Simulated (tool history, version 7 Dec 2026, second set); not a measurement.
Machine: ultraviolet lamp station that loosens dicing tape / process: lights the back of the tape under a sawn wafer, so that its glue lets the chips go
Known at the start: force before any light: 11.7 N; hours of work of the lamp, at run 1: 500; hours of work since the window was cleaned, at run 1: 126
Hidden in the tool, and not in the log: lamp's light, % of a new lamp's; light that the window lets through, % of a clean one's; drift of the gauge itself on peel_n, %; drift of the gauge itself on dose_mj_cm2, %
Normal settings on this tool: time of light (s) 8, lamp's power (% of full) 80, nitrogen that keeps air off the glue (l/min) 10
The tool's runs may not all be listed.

| run | hour | time of light (s) | lamp's power (% of full) | nitrogen that keeps air off the glue (l/min) | hours of work of the lamp | hours of work since the window was cleaned | force that peels the tape off (N) | light that reached the tape (J/m2) |
|---|---|---|---|---|---|---|---|---|
| 1 | 0 | 8 | 80 | 10 | 500 | 126 | 1.714 | 3520 |
| 2 | 37.8 | 6 | 80 | 10 | 528 | 153 | 2.795 | 2610 |
| 3 | 77.4 | 8 | 80 | 10 | 557 | 182 | 1.873 | 3310 |
| 4 | 132.2 | 8 | 93 | 10 | 597 | 223 | 1.533 | 3710 |
| 5 | 159.8 | 8 | 93 | 10 | 618 | 243 | 1.664 | 3600 |
| 6 | 192.1 | 8 | 93 | 10 | 641 | 267 | 1.732 | 3500 |
| 7 | 230.7 | 8 | 93 | 10 | 670 | 295 | 1.804 | 3430 |
|  | 237.3 | window cleaned of glue's vapour |
| 8 | 263.4 | 9 | 93 | 10 | 693 | 19 | 1.013 | 4400 |
| 9 | 297.8 | 9 | 93 | 10 | 719 | 44 | 1.119 | 4310 |
|  | 307.5 | lamp changed |
| 10 | 341.8 | 9 | 70 | 10 | 25 | 76 | 1.128 | 4340 |
| 11 | 392 | 9 | 70 | 10 | 62 | 113 | 1.142 | 4180 |
| 12 | 445.6 | 9 | 70 | 10 | 101 | 152 | 1.262 | 4030 |
| 13 | 491.5 | 9 | 70 | 10 | 135 | 186 | 1.325 | 3920 |
| 14 | 553.8 | 9 | 70 | 10 | 181 | 232 | 1.494 | 3770 |
| 15 | 605.9 | 9 | 70 | 10 | 219 | 270 | 1.612 | 3600 |
| 16 | 638.7 | 8 | 80 | 10 | 243 | 294 | 1.695 | 3580 |
|  | 645.1 | window cleaned of glue's vapour |
| 17 | 675.4 | 8 | 80 | 10 | 270 | 22 | 1.206 | 4230 |
| 18 | 725.5 | 8 | 80 | 10 | 306 | 59 | 1.296 | 4040 |
| 19 | 786.2 | 8 | 80 | 10 | 351 | 104 | 1.429 | 3810 |
| 20 | 847.5 | 8 | 80 | 10 | 396 | 148 | 1.566 | 3680 |
| 21 | 885.4 | 8 | 80 | 10 | 424 | 176 | 1.646 | 3600 |
| 22 | 938.9 | 8 | 80 | 19 | 463 | 216 | 1.088 | 3410 |
| 23 | 983.5 | 8 | 80 | 19 | 496 | 248 | 1.162 | 3310 |
| 24 | 1027.5 | 10 | 100 | 6 | 528 | 281 | 1.315 | 5030 |
|  | 1050.6 | window cleaned of glue's vapour |
| 25 | 1054.9 | 10 | 100 | 6 | 548 | 3 | 0.893 | 5870 |
| 26 | 1102.6 | 10 | 100 | 6 | 583 | 38 | 0.967 | 5640 |
| 27 | 1148 | 10 | 100 | 6 | 616 | 71 | 1.068 | 5530 |
| 28 | 1183.4 | 8 | 66 | 10 | 642 | 97 | 2.501 | 2810 |
| 29 | 1220 | 15 | 70 | 4 | 669 | 124 | 1.537 | 5410 |
| 30 | 1262.5 | 15 | 70 | 4 | 700 | 155 | 1.642 | 5300 |
|  | 1298.1 | lamp changed |
| 31 | 1310.3 | 12 | 68 | 6 | 9 | 190 | 1.148 | 5240 |
| 32 | 1351.1 | 12 | 64 | 7 | 39 | 220 | 1.203 | 4870 |
| 33 | 1408.3 | 13 | 78 | 5 | 81 | 262 | 1.05 | 6150 |
| 34 | 1441.4 | 9 | 68 | 5 | 105 | 286 | 2.814 | 3600 |
|  | 1458.9 | window cleaned of glue's vapour |
| 35 | 1475.6 | 8 | 81 | 10 | 130 | 12 | 1.006 | 4510 |
| 36 | 1541.1 | 8 | 81 | 10 | 178 | 60 | 1.177 | 4270 |
| 37 | 1598.3 | 8 | 81 | 10 | 220 | 102 | 1.211 | 4100 |
| 38 | 1647.8 | 13 | 75 | 10 | 256 | 139 | 0.496 | 5940 |
| 39 | 1699.1 | 11 | 71 | 17 | 294 | 176 | 0.57 | 4580 |
| 40 | 1729.6 | 4 | 68 | 13 | 316 | 199 | 4.39 | 1570 |
| 41 | 1769.3 | 4 | 68 | 5 | 345 | 228 | 5.974 | 1520 |
| 42 | 1819.4 | 5 | 77 | 12 | 382 | 265 | 3.483 | 2030 |
|  | 1864.1 | window cleaned of glue's vapour |
| 43 | 1874 | 4 | 82 | 11 | 422 | 7 | 3.668 | 2030 |

Below, some changes in force that peels the tape off (N) between adjacent runs. For each, the amount present without the hidden state too (settings, incoming material, random variation) and the amount remaining for the hidden state with gauge scatter not shared by both compared results:
Run 30 -> 31: time of light (s) 15 -> 12, lamp's power (% of full) 70 -> 68, nitrogen that keeps air off the glue (l/min) 4 -> 6, lamp changed. force that peels the tape off (N) -0.494: hidden state -0.637, all else +0.143.
Run 34 -> 35: time of light (s) 9 -> 8, lamp's power (% of full) 68 -> 81, nitrogen that keeps air off the glue (l/min) 5 -> 10, window cleaned of glue's vapour. force that peels the tape off (N) -1.808: hidden state -0.705, all else -1.103.
Run 39 -> 40: time of light (s) 11 -> 4, lamp's power (% of full) 71 -> 68, nitrogen that keeps air off the glue (l/min) 17 -> 13. force that peels the tape off (N) +3.82: hidden state +0.741, all else +3.079.
Run 41 -> 42: time of light (s) 4 -> 5, lamp's power (% of full) 68 -> 77, nitrogen that keeps air off the glue (l/min) 5 -> 12. force that peels the tape off (N) -2.491: hidden state +0.185, all else -2.676.

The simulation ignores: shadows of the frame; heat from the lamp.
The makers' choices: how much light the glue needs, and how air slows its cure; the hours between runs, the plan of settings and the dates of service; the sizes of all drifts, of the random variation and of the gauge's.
